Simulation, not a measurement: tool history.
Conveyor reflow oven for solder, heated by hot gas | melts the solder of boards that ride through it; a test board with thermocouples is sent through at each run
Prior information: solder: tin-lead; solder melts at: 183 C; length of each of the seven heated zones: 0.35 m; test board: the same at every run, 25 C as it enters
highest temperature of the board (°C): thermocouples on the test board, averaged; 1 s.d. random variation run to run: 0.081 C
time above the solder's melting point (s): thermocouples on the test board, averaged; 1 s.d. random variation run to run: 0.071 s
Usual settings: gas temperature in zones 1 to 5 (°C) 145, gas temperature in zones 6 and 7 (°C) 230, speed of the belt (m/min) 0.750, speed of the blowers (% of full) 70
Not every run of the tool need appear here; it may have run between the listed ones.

run   hour  gas temperature in zones 1 to 5 (°C)  gas temperature in zones 6 and 7 (°C)  speed of the belt (m/min)  speed of the blowers (% of full)  highest temperature of the board (°C)  time above the solder's melting point (s)
  1    0.0                                   145                                    230                      0.750                                70                                 209.46                                      37.87
  2   14.9                                   145                                    230                      0.750                                70                                 209.34                                      37.70
  3   25.7                                   145                                    237                      0.750                                70                                 214.89                                      41.45
      32.2  -- flux residue cleaned out of gas plates and filters
  4   37.1                                   145                                    230                      0.750                                70                                 210.92                                      39.18
  5   44.4                                   145                                    230                      0.750                                70                                 210.98                                      39.35
  6   51.0                                   145                                    230                      0.750                                70                                 210.87                                      39.21
  7   58.4                                   158                                    230                      0.750                                70                                 213.81                                      45.65
  8   66.6                                   147                                    222                      0.798                                77                                 204.39                                      32.48
  9   76.7                                   145                                    230                      0.750                                73                                 211.19                                      39.73
 10   91.3                                   159                                    232                      0.750                                67                                 214.98                                      46.72
 11   98.4                                   159                                    232                      0.750                                67                                 214.92                                      46.60
 12  110.0                                   145                                    233                      0.750                                67                                 212.49                                      40.18
 13  121.2                                   145                                    233                      0.750                                67                                 212.63                                      40.20

Below are 5 alternative next runs, each starting from the tool's condition after run 13. Predict each:
  A  134.3                                   148                                    230                      0.701                                61                                      ?                                          ?
  B  134.3                                   140                                    218                      0.750                                80                                      ?                                          ?
  C  134.3                                   137                                    225                      0.750                                70                                      ?                                          ?
  D  134.3                                   153                                    230                      0.692                                70                                      ?                                          ?
  E  134.3                                   145                                    230                      0.668                                70                                      ?                                          ?

run  highest temperature of the board (°C)  time above the solder's melting point (s)
  A                                 211.39                                      43.47
  B                                 201.68                                      30.62
  C                                 204.76                                      32.13
  D                                 214.83                                      48.62
  E                                 214.28                                      47.27
Had the tool no hidden state, the same runs would have come out as:
run  highest temperature of the board (°C)  time above the solder's melting point (s)
  A                                 211.18                                      43.15
  B                                 201.56                                      30.47
  C                                 204.66                                      31.97
  D                                 214.60                                      48.27
  E                                 214.07                                      46.94
